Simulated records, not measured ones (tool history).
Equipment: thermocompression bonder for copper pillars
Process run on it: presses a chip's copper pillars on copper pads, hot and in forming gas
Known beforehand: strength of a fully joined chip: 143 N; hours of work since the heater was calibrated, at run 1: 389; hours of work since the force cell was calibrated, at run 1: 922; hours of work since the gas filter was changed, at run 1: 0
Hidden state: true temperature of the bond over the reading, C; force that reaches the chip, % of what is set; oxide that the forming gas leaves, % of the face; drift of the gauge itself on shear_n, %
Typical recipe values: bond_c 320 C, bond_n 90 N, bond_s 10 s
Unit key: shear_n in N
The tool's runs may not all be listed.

| run | hour | bond_c | bond_n | bond_s | hours of work since the heater was calibrated | hours of work since the force cell was calibrated | hours of work since the gas filter was changed | shear_n |
|---|---|---|---|---|---|---|---|---|
| 1 | 0 | 320 | 90 | 10 | 389 | 922 | 0 | 99.9 |
| 2 | 49.1 | 320 | 90 | 10 | 412 | 946 | 23 | 98.5 |
| 3 | 85.5 | 320 | 90 | 10 | 430 | 963 | 41 | 97.6 |
| 4 | 121.3 | 320 | 90 | 10 | 447 | 980 | 58 | 98.4 |
| 5 | 152.4 | 320 | 90 | 7 | 462 | 995 | 73 | 87.6 |
| 6 | 196.4 | 320 | 90 | 10 | 482 | 1016 | 93 | 92.1 |
|  | 203.2 | heater calibrated with a thermocouple chip |
| 7 | 226 | 320 | 90 | 10 | 11 | 1029 | 107 | 90.2 |
| 8 | 262.6 | 292 | 90 | 10 | 28 | 1046 | 124 | 63 |
| 9 | 295.5 | 292 | 90 | 10 | 44 | 1062 | 140 | 62 |
|  | 332.3 | heater calibrated with a thermocouple chip, once more |
|  | 332.8 | forming gas filter changed |
| 10 | 337.4 | 292 | 90 | 10 | 2 | 1081 | 2 | 76.9 |
| 11 | 365.4 | 292 | 90 | 10 | 16 | 1094 | 16 | 74.9 |
| 12 | 394.8 | 292 | 90 | 6 | 30 | 1108 | 30 | 62.7 |
| 13 | 419.6 | 320 | 70 | 13 | 41 | 1120 | 41 | 91.9 |

Entry by entry between the runs, the difference in hidden state between the last listed run before and the first listed run after:
After run 6, before run 7: heater calibrated with a thermocouple chip (hour 203.2)
  true temperature of the bond over the reading, C: -5.3 -> -8.7; oxide that the forming gas leaves, % of the face: 6.28 -> 7.09
  measured minus no-state result, shear_n: -12.2 -> -16.3 N
After run 9, before run 10: heater calibrated with a thermocouple chip, once more (hour 332.3); forming gas filter changed (hour 332.8)
  true temperature of the bond over the reading, C: -9 -> 0.7; force that reaches the chip, % of what is set: 96.7 -> 96.6; oxide that the forming gas leaves, % of the face: 9.26 -> 0.7
  measured minus no-state result, shear_n: -16.9 -> -1.5 N
